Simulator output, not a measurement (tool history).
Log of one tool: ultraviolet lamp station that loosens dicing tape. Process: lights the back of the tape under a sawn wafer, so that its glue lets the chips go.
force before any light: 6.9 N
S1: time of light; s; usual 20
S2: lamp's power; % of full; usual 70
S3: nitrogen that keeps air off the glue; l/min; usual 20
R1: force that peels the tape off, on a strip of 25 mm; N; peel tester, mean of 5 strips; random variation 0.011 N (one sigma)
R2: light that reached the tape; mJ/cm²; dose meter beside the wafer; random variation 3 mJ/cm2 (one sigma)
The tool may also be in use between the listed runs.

Run 1, day 0: usual settings. Result: R1 0.721 N, R2 350 mJ/cm².
Run 2, day 2.533: usual settings. Result: R1 0.748 N, R2 340 mJ/cm².
Run 3, day 4.275: usual settings. Result: R1 0.789 N, R2 338 mJ/cm².
Run 4, day 5.954: usual settings but S3 17 l/min. Result: R1 0.896 N, R2 324 mJ/cm².
Run 5, day 8.504: usual settings but S3 17 l/min. Result: R1 0.952 N, R2 320 mJ/cm².
Run 6, day 10.904: usual settings but S3 17 l/min. Result: R1 1.015 N, R2 303 mJ/cm².
Run 7, day 13.962: usual settings but S3 17 l/min. Result: R1 1.104 N, R2 294 mJ/cm².
At day 15.246: window cleaned of glue's vapour.
Run 8, day 16.354: usual settings but S2 92 % of full. Result: R1 0.523 N, R2 427 mJ/cm².
Run 9, day 19.292: usual settings but S2 92 % of full. Result: R1 0.546 N, R2 416 mJ/cm².
Run 10, day 21.95: usual settings but S2 94 % of full. Result: R1 0.547 N, R2 410 mJ/cm².
Run 11, day 24.967: usual settings. Result: R1 0.974 N, R2 295 mJ/cm².
Run 12, day 26.496: usual settings. Result: R1 1.021 N, R2 286 mJ/cm².
Run 13, day 28.333: usual settings. Result: R1 1.065 N, R2 282 mJ/cm².
Run 14, day 29.867: usual settings. Result: R1 1.11 N, R2 271 mJ/cm².
Run 15, day 31.417: usual settings. Result: R1 1.183 N, R2 262 mJ/cm².
Run 16, day 33.579: usual settings. Result: R1 1.234 N, R2 263 mJ/cm².
At day 36.342: window cleaned of glue's vapour.
Run 17, day 36.462: usual settings. Result: R1 1.003 N, R2 290 mJ/cm².
Run 18, day 39.5: usual settings. Result: R1 1.061 N, R2 281 mJ/cm².
Run 19, day 41.871: usual settings. Result: R1 1.157 N, R2 269 mJ/cm².
Run 20, day 43.292: usual settings. Result: R1 1.137 N, R2 267 mJ/cm².
Run 21, day 45.846: usual settings but S1 23 s, S2 85 % of full. Result: R1 0.719 N, R2 361 mJ/cm².
Run 22, day 48.725: usual settings but S1 38 s, S2 68 % of full, S3 27 l/min. Result: R1 0.438 N, R2 453 mJ/cm².
Run 23, day 51.608: usual settings but S1 38 s, S2 96 % of full, S3 28 l/min. Result: R1 0.304 N, R2 613 mJ/cm².
Run 24, day 53.296: usual settings but S1 38 s, S2 96 % of full, S3 28 l/min. Result: R1 0.294 N, R2 590 mJ/cm².
Run 25, day 56.188: usual settings but S3 9 l/min. Result: R1 2.161 N, R2 217 mJ/cm².
At day 57.083: lamp changed.
At day 57.504: window cleaned of glue's vapour.
Run 26, day 58.242: usual settings but S1 17 s, S2 90 % of full. Result: R1 0.415 N, R2 492 mJ/cm².
Run 27, day 59.904: usual settings but S2 96 % of full. Result: R1 0.325 N, R2 611 mJ/cm².
Run 28, day 61.667: usual settings but S1 19 s, S2 90 % of full. Result: R1 0.37 N, R2 527 mJ/cm².
Run 29, day 63.892: usual settings but S1 26 s, S2 95 % of full, S3 15 l/min. Result: R1 0.289 N, R2 735 mJ/cm².
Run 30, day 65.667: usual settings but S1 31 s, S2 95 % of full, S3 15 l/min. Result: R1 0.252 N, R2 871 mJ/cm².
Run 31, day 68.208: usual settings but S1 31 s, S2 95 % of full, S3 15 l/min. Result: R1 0.253 N, R2 841 mJ/cm².
Run 32, day 70.275: usual settings but S1 16 s, S2 83 % of full, S3 30 l/min. Result: R1 0.547 N, R2 368 mJ/cm².
Run 33, day 72.492: usual settings but S1 11 s, S2 79 % of full, S3 16 l/min. Result: R1 1.521 N, R2 239 mJ/cm².
Run 34, day 74.579: usual settings but S1 34 s, S2 77 % of full, S3 16 l/min. Result: R1 0.295 N, R2 691 mJ/cm².
Run 35, day 76.15: usual settings but S1 27 s, S2 78 % of full. Result: R1 0.352 N, R2 546 mJ/cm².
Run 36, day 78.104: usual settings but S1 23 s, S2 63 % of full, S3 9 l/min. Result: R1 1.037 N, R2 366 mJ/cm².
At day 78.508: window cleaned of glue's vapour.
Run 37, day 79.617: usual settings but S1 23 s, S2 63 % of full, S3 9 l/min. Result: R1 0.818 N, R2 416 mJ/cm².

Forecast each of these 3 alternatives for the next run:
Run A, day 81.942: usual settings but S1 23 s, S2 63 % of full, S3 14 l/min. Result: R1 ?, R2 ?.
Run B, day 81.942: usual settings but S2 80 % of full. Result: R1 ?, R2 ?.
Run C, day 81.942: usual settings but S2 68 % of full, S3 7 l/min. Result: R1 ?, R2 ?.

run     R1   R2
  A  0.671  409
  B  0.481  452
  C  1.075  382
Without the tool's hidden state the same runs would have given:
run     R1   R2
  A  0.528  471
  B  0.392  520
  C  0.854  439
